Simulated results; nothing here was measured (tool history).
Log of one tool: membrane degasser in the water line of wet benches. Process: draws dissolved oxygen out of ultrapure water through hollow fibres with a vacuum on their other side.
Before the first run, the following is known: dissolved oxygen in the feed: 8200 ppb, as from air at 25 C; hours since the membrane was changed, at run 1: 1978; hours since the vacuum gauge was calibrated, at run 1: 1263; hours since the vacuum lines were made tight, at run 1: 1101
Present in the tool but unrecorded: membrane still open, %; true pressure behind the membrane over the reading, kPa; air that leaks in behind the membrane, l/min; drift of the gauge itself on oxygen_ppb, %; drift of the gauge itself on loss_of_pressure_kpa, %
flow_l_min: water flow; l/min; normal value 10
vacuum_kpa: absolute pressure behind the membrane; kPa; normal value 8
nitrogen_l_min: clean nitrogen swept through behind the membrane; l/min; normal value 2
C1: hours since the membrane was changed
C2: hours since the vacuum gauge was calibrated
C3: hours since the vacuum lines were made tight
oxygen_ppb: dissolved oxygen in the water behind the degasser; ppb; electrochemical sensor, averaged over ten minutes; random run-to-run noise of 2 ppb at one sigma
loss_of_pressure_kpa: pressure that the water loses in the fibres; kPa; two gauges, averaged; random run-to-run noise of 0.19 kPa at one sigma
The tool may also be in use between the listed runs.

Run 1, hour 0: usual settings; C1 1978; C2 1263; C3 1101. Result: oxygen_ppb 204.5 ppb, loss_of_pressure_kpa 41.26 kPa.
Run 2, hour 63.3: usual settings but flow_l_min 14 l/min; C1 2041; C2 1326; C3 1164. Result: oxygen_ppb 295.1 ppb, loss_of_pressure_kpa 57.94 kPa.
Run 3, hour 118.9: usual settings; C1 2097; C2 1382; C3 1220. Result: oxygen_ppb 201.9 ppb, loss_of_pressure_kpa 41.71 kPa.
Run 4, hour 171.7: usual settings; C1 2150; C2 1435; C3 1273. Result: oxygen_ppb 204.2 ppb, loss_of_pressure_kpa 41.51 kPa.
Run 5, hour 235: usual settings; C1 2213; C2 1498; C3 1336. Result: oxygen_ppb 206 ppb, loss_of_pressure_kpa 41.6 kPa.
Run 6, hour 265.3: usual settings but nitrogen_l_min 1.92 l/min; C1 2243; C2 1528; C3 1366. Result: oxygen_ppb 207.6 ppb, loss_of_pressure_kpa 41.67 kPa.
Run 7, hour 314.2: usual settings but nitrogen_l_min 1.92 l/min; C1 2292; C2 1577; C3 1415. Result: oxygen_ppb 208.9 ppb, loss_of_pressure_kpa 41.74 kPa.
Run 8, hour 346.6: usual settings but nitrogen_l_min 1.92 l/min; C1 2325; C2 1610; C3 1447. Result: oxygen_ppb 208.6 ppb, loss_of_pressure_kpa 41.98 kPa.
Run 9, hour 394.4: usual settings but flow_l_min 8 l/min; C1 2372; C2 1658; C3 1495. Result: oxygen_ppb 160.3 ppb, loss_of_pressure_kpa 33.44 kPa.
Run 10, hour 424.4: usual settings but nitrogen_l_min 4.98 l/min; C1 2402; C2 1688; C3 1525. Result: oxygen_ppb 172.3 ppb, loss_of_pressure_kpa 41.21 kPa.
Run 11, hour 489.5: usual settings but nitrogen_l_min 4.98 l/min; C1 2468; C2 1753; C3 1590. Result: oxygen_ppb 172.5 ppb, loss_of_pressure_kpa 41.69 kPa.
Run 12, hour 539.7: usual settings but nitrogen_l_min 2.55 l/min; C1 2518; C2 1803; C3 1641. Result: oxygen_ppb 190.8 ppb, loss_of_pressure_kpa 41.64 kPa.
Run 13, hour 581.8: usual settings but nitrogen_l_min 2.55 l/min; C1 2560; C2 1845; C3 1683. Result: oxygen_ppb 194.9 ppb, loss_of_pressure_kpa 41.47 kPa.
Run 14, hour 649.5: usual settings but vacuum_kpa 5.37 kPa, nitrogen_l_min 2.55 l/min; C1 2627; C2 1913; C3 1750. Result: oxygen_ppb 170.5 ppb, loss_of_pressure_kpa 41.96 kPa.
Run 15, hour 681.2: usual settings but nitrogen_l_min 1.71 l/min; C1 2659; C2 1944; C3 1782. Result: oxygen_ppb 216.2 ppb, loss_of_pressure_kpa 41.64 kPa.
Run 16, hour 713.6: usual settings but nitrogen_l_min 1.71 l/min; C1 2692; C2 1977; C3 1814. Result: oxygen_ppb 213.6 ppb, loss_of_pressure_kpa 41.38 kPa.
Run 17, hour 776.3: usual settings but flow_l_min 13 l/min, vacuum_kpa 9.13 kPa, nitrogen_l_min 3.51 l/min; C1 2754; C2 2039; C3 1877. Result: oxygen_ppb 255.8 ppb, loss_of_pressure_kpa 54.26 kPa.
Run 18, hour 822.5: usual settings but flow_l_min 13 l/min, vacuum_kpa 9.13 kPa, nitrogen_l_min 3.51 l/min; C1 2801; C2 2086; C3 1923. Result: oxygen_ppb 255.9 ppb, loss_of_pressure_kpa 54 kPa.
Run 19, hour 855.6: usual settings but vacuum_kpa 8.09 kPa, nitrogen_l_min 0.84 l/min; C1 2834; C2 2119; C3 1956. Result: oxygen_ppb 282.6 ppb, loss_of_pressure_kpa 41.6 kPa.
Run 20, hour 907.2: usual settings but vacuum_kpa 14.6 kPa, nitrogen_l_min 3.2 l/min; C1 2885; C2 2170; C3 2008. Result: oxygen_ppb 239.5 ppb, loss_of_pressure_kpa 41.49 kPa.
Run 21, hour 962.3: usual settings but vacuum_kpa 14.6 kPa, nitrogen_l_min 3.2 l/min; C1 2940; C2 2225; C3 2063. Result: oxygen_ppb 234.9 ppb, loss_of_pressure_kpa 41.65 kPa.
Run 22, hour 999.6: usual settings but vacuum_kpa 5.06 kPa, nitrogen_l_min 2.38 l/min; C1 2978; C2 2263; C3 2100. Result: oxygen_ppb 168.4 ppb, loss_of_pressure_kpa 41.52 kPa.
Run 23, hour 1041.9: usual settings but vacuum_kpa 9.1 kPa, nitrogen_l_min 4.52 l/min; C1 3020; C2 2305; C3 2143. Result: oxygen_ppb 184 ppb, loss_of_pressure_kpa 41.36 kPa.

A few steps of oxygen_ppb between consecutive runs. Split each: what settings, incoming material and random variation would produce without the hidden state, and what is left over for the hidden state, along with gauge scatter present in only one of the two compared results (measured, and without hidden state):
Run 1 -> 2: flow_l_min 10 -> 14. oxygen_ppb +90.6 ppb: hidden state +2.4, all else +88.2.
Run 2 -> 3: flow_l_min 14 -> 10. oxygen_ppb -93.2 ppb: hidden state -2, all else -91.2.

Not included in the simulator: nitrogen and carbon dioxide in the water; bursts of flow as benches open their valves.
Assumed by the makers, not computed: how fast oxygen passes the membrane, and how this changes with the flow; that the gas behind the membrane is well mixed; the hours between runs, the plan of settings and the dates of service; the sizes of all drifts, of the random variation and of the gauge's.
